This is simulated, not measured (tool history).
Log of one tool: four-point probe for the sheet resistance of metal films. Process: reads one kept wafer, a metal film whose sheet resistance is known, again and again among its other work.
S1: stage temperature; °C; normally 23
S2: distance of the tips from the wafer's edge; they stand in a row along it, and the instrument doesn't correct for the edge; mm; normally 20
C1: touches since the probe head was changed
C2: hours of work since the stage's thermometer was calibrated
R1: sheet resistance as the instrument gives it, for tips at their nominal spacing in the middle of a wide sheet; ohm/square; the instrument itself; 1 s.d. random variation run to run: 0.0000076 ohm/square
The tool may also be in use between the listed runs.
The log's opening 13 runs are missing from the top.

run 14 hour=193.3 | S1=21 S2=20 | C1=8605 C2=816 | R1=0.037931
run 15 hour=201.3 | S1=21 S2=20 | C1=8816 C2=819 | R1=0.037938
run 16 hour=213.3 | S1=23 S2=21 | C1=9133 C2=824 | R1=0.037981
run 17 hour=224.4 | S1=23 S2=20 | C1=9428 C2=829 | R1=0.037982
run 18 hour=234.8 | S1=23 S2=20 | C1=9703 C2=834 | R1=0.037992
run 19 hour=245.3 | S1=23 S2=20 | C1=9982 C2=838 | R1=0.037981
run 20 hour=254.1 | S1=23 S2=20 | C1=10213 C2=842 | R1=0.037984
run 21 hour=268.5 | S1=23 S2=20 | C1=10595 C2=848 | R1=0.037991
run 22 hour=279.7 | S1=23 S2=20 | C1=10892 C2=853 | R1=0.037989
run 23 hour=299.0 | S1=23 S2=66 | C1=11403 C2=862 | R1=0.037900
run 24 hour=310.2 | S1=23 S2=66 | C1=11698 C2=867 | R1=0.037904
run 25 hour=322.7 | S1=34 S2=17 | C1=12029 C2=872 | R1=0.038274
run 26 hour=336.6 | S1=23 S2=50 | C1=12398 C2=878 | R1=0.037921
run 27 hour=351.8 | S1=23 S2=50 | C1=12799 C2=885 | R1=0.037909
run 28 hour=365.5 | S1=31 S2=17 | C1=13163 C2=891 | R1=0.038201
run 29 hour=377.8 | S1=18 S2=56 | C1=13488 C2=896 | R1=0.037776
run 30 hour=397.1 | S1=18 S2=56 | C1=13999 C2=905 | R1=0.037785
-- hour=398.7 stage's thermometer calibrated
run 31 hour=409.8 | S1=19 S2=4 | C1=14322 C2=5 | R1=0.039742
run 32 hour=420.4 | S1=28 S2=36 | C1=14601 C2=9 | R1=0.038056
run 33 hour=434.3 | S1=34 S2=53 | C1=14970 C2=16 | R1=0.038169
run 34 hour=450.9 | S1=34 S2=53 | C1=15409 C2=23 | R1=0.038154
run 35 hour=461.0 | S1=34 S2=53 | C1=15676 C2=27 | R1=0.038161
run 36 hour=471.6 | S1=34 S2=25 | C1=15956 C2=32 | R1=0.038187
run 37 hour=490.2 | S1=21 S2=20 | C1=16449 C2=40 | R1=0.037925

Run 38 comes next. What will it give?
-- hour=500.0 stage's thermometer calibrated, once more
run 38 hour=500.0 | S1=35 S2=5 | C1=16696 C2=0 | R1=?

R1: 0.039429 ohm/square
If the tool had no hidden condition, the same run with the same run-to-run variation would have returned R1 0.039358 ohm/square.

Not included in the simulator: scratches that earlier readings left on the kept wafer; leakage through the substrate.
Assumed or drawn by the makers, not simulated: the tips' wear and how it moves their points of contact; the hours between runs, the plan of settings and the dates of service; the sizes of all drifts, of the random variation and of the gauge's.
